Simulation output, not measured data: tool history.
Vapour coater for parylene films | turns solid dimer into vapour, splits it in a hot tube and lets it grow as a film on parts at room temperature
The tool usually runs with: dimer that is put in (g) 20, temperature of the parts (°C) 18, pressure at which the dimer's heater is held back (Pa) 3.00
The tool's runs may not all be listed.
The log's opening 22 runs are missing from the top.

run,day,dimer that is put in (g),temperature of the parts (°C),pressure at which the dimer's heater is held back (Pa),hours of work since the trap's valve was overhauled,hours of work since the table's thermometer was calibrated,thickness of the film (um)
23,36.833,20,18,5.34,127,639,8.44
24,38.588,20,18,5.34,153,665,8.43
25,40.838,19,16,4.96,186,698,8.71
26,42.721,19,16,4.96,214,727,8.66
27,44.788,19,16,4.96,245,757,8.53
28,46.488,34,18,5.90,270,782,13.71
29,48.221,28,25,2.64,296,808,10.03
30,49.946,28,23,3.14,322,834,10.53
31,51.583,20,13,7.09,346,858,9.14
32,53.217,20,16,3.00,370,883,9.64
# day 53.925: trap's valve overhauled
33,55.446,20,16,3.25,23,913,10.34
34,56.838,19,11,11.93,43,934,9.14
35,57.825,9,24,11.93,58,949,2.67
36,59.112,9,24,11.93,77,968,2.63
37,60.804,9,24,11.93,102,993,2.64
38,62.554,9,13,2.81,128,1019,5.22
39,64.375,11,16,9.27,155,1046,4.52
# day 66.054: table's thermometer calibrated
40,66.462,22,25,2.62,186,6,8.00
41,68.696,20,18,2.45,219,39,9.51
42,70.338,20,18,2.45,243,64,9.40
43,71.842,20,18,2.45,266,86,9.45
44,73.404,17,17,3.00,289,109,7.95
45,75.029,17,17,3.00,313,133,7.89
46,77.150,20,18,2.00,345,165,9.59
47,78.983,18,21,3.00,372,192,7.14

Here are 3 independent what-if runs from the current tool condition. What would each one return?
# day 79.550: trap's valve overhauled
A,80.471,19,24,4.86,14,212,?
# day 79.550: trap's valve overhauled
B,80.471,19,27,7.68,14,212,?
# day 79.550: trap's valve overhauled
C,80.471,29,18,6.94,14,212,?

run,thickness of the film (um)
A,6.70
B,5.44
C,11.86
Stripped of hidden state, with their random variation kept, the same runs would have yielded:
run,thickness of the film (um)
A,6.68
B,5.42
C,11.83
